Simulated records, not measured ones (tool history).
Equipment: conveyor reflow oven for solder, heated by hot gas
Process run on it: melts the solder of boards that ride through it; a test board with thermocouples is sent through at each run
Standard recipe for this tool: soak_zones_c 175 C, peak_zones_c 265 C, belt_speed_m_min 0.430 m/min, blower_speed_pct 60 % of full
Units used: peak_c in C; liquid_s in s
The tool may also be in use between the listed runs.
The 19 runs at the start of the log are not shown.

run	day	soak_zones_c	peak_zones_c	belt_speed_m_min	blower_speed_pct	peak_c	liquid_s
20	5.633	162	272	0.391	65	250.18	61.1
21	6.017	162	272	0.391	65	250.13	61.1
22	6.329	162	272	0.391	65	250.17	61.3
23	6.521	162	272	0.391	65	250.09	60.9
24	6.862	162	272	0.391	65	250.07	61.1
25	7.112	166	279	0.391	54	252.95	64.5
26	7.433	166	279	0.391	54	252.91	64.4
27	7.746	189	265	0.428	60	245.48	61.2
28	7.962	189	265	0.428	60	245.62	61.4
29	8.304	189	265	0.428	60	245.55	61.4
30	8.529	179	265	0.453	60	240.84	47.7

What if the next run were any one of these 5? Each begins from the tool's condition after run 30:
A	8.838	179	267	0.453	59	?	?
B	8.838	179	265	0.453	54	?	?
C	8.838	185	271	0.393	60	?	?
D	8.838	168	265	0.344	60	?	?
E	8.838	185	265	0.453	60	?	?

run	peak_c	liquid_s
A	242.03	48.9
B	238.76	44.5
C	252.26	72.3
D	248.40	71.2
E	242.48	52.0
With the hidden condition removed and each run's random variation left untouched, the same runs would have given:
run	peak_c	liquid_s
A	242.79	50.0
B	239.47	45.6
C	252.81	72.9
D	248.90	72.0
E	243.17	53.0

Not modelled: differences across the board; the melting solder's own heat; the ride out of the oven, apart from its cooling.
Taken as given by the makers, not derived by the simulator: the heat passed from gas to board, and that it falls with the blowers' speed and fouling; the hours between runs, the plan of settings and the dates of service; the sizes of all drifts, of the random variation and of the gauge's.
